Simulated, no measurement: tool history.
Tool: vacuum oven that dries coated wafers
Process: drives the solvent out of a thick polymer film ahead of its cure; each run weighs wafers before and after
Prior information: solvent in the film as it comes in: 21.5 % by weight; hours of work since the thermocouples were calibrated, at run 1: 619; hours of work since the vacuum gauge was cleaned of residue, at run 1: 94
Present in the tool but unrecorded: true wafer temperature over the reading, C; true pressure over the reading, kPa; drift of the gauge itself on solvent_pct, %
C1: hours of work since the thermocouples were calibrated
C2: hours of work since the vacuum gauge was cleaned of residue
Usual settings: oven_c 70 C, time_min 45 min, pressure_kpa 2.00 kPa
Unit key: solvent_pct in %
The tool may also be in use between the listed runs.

{"run": 1, "day": 0.0, "oven_c": 70, "time_min": 45, "pressure_kpa": 2.0, "C1": 619, "C2": 94, "solvent_pct": 3.54}
{"run": 2, "day": 0.55, "oven_c": 70, "time_min": 45, "pressure_kpa": 2.0, "C1": 624, "C2": 99, "solvent_pct": 3.56}
{"run": 3, "day": 0.979, "oven_c": 70, "time_min": 45, "pressure_kpa": 2.0, "C1": 628, "C2": 103, "solvent_pct": 3.66}
{"run": 4, "day": 1.575, "oven_c": 66, "time_min": 45, "pressure_kpa": 2.0, "C1": 634, "C2": 109, "solvent_pct": 5.25}
{"run": 5, "day": 2.158, "oven_c": 66, "time_min": 45, "pressure_kpa": 2.0, "C1": 640, "C2": 115, "solvent_pct": 5.26}
{"run": 6, "day": 3.15, "oven_c": 66, "time_min": 45, "pressure_kpa": 2.0, "C1": 649, "C2": 124, "solvent_pct": 5.28}
{"run": 7, "day": 3.808, "oven_c": 66, "time_min": 45, "pressure_kpa": 2.0, "C1": 656, "C2": 131, "solvent_pct": 5.22}
{"run": 8, "day": 4.783, "oven_c": 66, "time_min": 45, "pressure_kpa": 2.0, "C1": 665, "C2": 140, "solvent_pct": 5.23}
{"run": 9, "day": 5.208, "oven_c": 66, "time_min": 45, "pressure_kpa": 2.0, "C1": 669, "C2": 144, "solvent_pct": 5.23}
{"run": 10, "day": 6.138, "oven_c": 66, "time_min": 45, "pressure_kpa": 2.0, "C1": 678, "C2": 153, "solvent_pct": 5.2}
{"run": 11, "day": 6.908, "oven_c": 66, "time_min": 45, "pressure_kpa": 7.49, "C1": 685, "C2": 160, "solvent_pct": 12.1}
{"run": 12, "day": 7.95, "oven_c": 66, "time_min": 45, "pressure_kpa": 7.49, "C1": 695, "C2": 170, "solvent_pct": 12.09}
{"run": 13, "day": 8.679, "oven_c": 66, "time_min": 45, "pressure_kpa": 7.49, "C1": 703, "C2": 177, "solvent_pct": 12.23}
{"run": 14, "day": 9.683, "oven_c": 70, "time_min": 45, "pressure_kpa": 1.36, "C1": 712, "C2": 187, "solvent_pct": 2.91}
{"run": 15, "day": 10.633, "oven_c": 70, "time_min": 25, "pressure_kpa": 2.0, "C1": 721, "C2": 196, "solvent_pct": 6.21}
{"run": 16, "day": 11.346, "oven_c": 70, "time_min": 25, "pressure_kpa": 2.0, "C1": 728, "C2": 203, "solvent_pct": 6.2}
{"run": 17, "day": 11.942, "oven_c": 70, "time_min": 44, "pressure_kpa": 2.0, "C1": 734, "C2": 209, "solvent_pct": 3.81}
{"run": 18, "day": 12.596, "oven_c": 77, "time_min": 45, "pressure_kpa": 2.0, "C1": 740, "C2": 215, "solvent_pct": 2.09}
{"run": 19, "day": 13.038, "oven_c": 82, "time_min": 45, "pressure_kpa": 2.0, "C1": 744, "C2": 219, "solvent_pct": 1.54}
{"run": 20, "day": 13.95, "oven_c": 77, "time_min": 45, "pressure_kpa": 2.54, "C1": 753, "C2": 228, "solvent_pct": 2.59}
{"run": 21, "day": 14.988, "oven_c": 76, "time_min": 58, "pressure_kpa": 2.54, "C1": 763, "C2": 238, "solvent_pct": 2.65}
{"run": 22, "day": 15.825, "oven_c": 76, "time_min": 58, "pressure_kpa": 2.54, "C1": 771, "C2": 246, "solvent_pct": 2.53}
{"run": 23, "day": 16.646, "oven_c": 62, "time_min": 26, "pressure_kpa": 2.0, "C1": 779, "C2": 254, "solvent_pct": 10.17}
{"run": 24, "day": 17.208, "oven_c": 62, "time_min": 26, "pressure_kpa": 2.0, "C1": 785, "C2": 260, "solvent_pct": 10.07}
{"run": 25, "day": 17.908, "oven_c": 60, "time_min": 45, "pressure_kpa": 6.86, "C1": 791, "C2": 266, "solvent_pct": 15.34}
{"run": 26, "day": 18.342, "oven_c": 73, "time_min": 59, "pressure_kpa": 5.57, "C1": 795, "C2": 270, "solvent_pct": 6.03}
{"run": 27, "day": 19.183, "oven_c": 73, "time_min": 59, "pressure_kpa": 5.57, "C1": 804, "C2": 279, "solvent_pct": 6.25}
{"run": 28, "day": 19.762, "oven_c": 73, "time_min": 45, "pressure_kpa": 2.33, "C1": 809, "C2": 284, "solvent_pct": 3.28}
{"run": 29, "day": 20.262, "oven_c": 78, "time_min": 45, "pressure_kpa": 1.3, "C1": 814, "C2": 289, "solvent_pct": 1.24}
{"run": 30, "day": 21.254, "oven_c": 80, "time_min": 45, "pressure_kpa": 1.3, "C1": 824, "C2": 299, "solvent_pct": 1.22}
{"run": 31, "day": 22.2, "oven_c": 74, "time_min": 80, "pressure_kpa": 1.3, "C1": 833, "C2": 308, "solvent_pct": 1.47}
{"run": 32, "day": 22.762, "oven_c": 57, "time_min": 47, "pressure_kpa": 1.94, "C1": 838, "C2": 313, "solvent_pct": 9.72}
{"run": 33, "day": 23.583, "oven_c": 85, "time_min": 42, "pressure_kpa": 1.83, "C1": 846, "C2": 321, "solvent_pct": 1.31}
{"run": 34, "day": 24.408, "oven_c": 58, "time_min": 72, "pressure_kpa": 1.87, "C1": 854, "C2": 329, "solvent_pct": 7.03}

Run by run, hidden condition taken away, random variation retained:
run=1 solvent_pct=3.39
run=2 solvent_pct=3.40
run=3 solvent_pct=3.50
run=4 solvent_pct=5.03
run=5 solvent_pct=5.04
run=6 solvent_pct=5.05
run=7 solvent_pct=4.98
run=8 solvent_pct=5.00
run=9 solvent_pct=4.98
run=10 solvent_pct=4.94
run=11 solvent_pct=11.76
run=12 solvent_pct=11.75
run=13 solvent_pct=11.88
run=14 solvent_pct=2.70
run=15 solvent_pct=5.91
run=16 solvent_pct=5.90
run=17 solvent_pct=3.57
run=18 solvent_pct=1.97
run=19 solvent_pct=1.46
run=20 solvent_pct=2.45
run=21 solvent_pct=2.52
run=22 solvent_pct=2.39
run=23 solvent_pct=9.80
run=24 solvent_pct=9.70
run=25 solvent_pct=14.86
run=26 solvent_pct=5.79
run=27 solvent_pct=5.99
run=28 solvent_pct=3.05
run=29 solvent_pct=1.12
run=30 solvent_pct=1.12
run=31 solvent_pct=1.35
run=32 solvent_pct=9.25
run=33 solvent_pct=1.23
run=34 solvent_pct=6.54

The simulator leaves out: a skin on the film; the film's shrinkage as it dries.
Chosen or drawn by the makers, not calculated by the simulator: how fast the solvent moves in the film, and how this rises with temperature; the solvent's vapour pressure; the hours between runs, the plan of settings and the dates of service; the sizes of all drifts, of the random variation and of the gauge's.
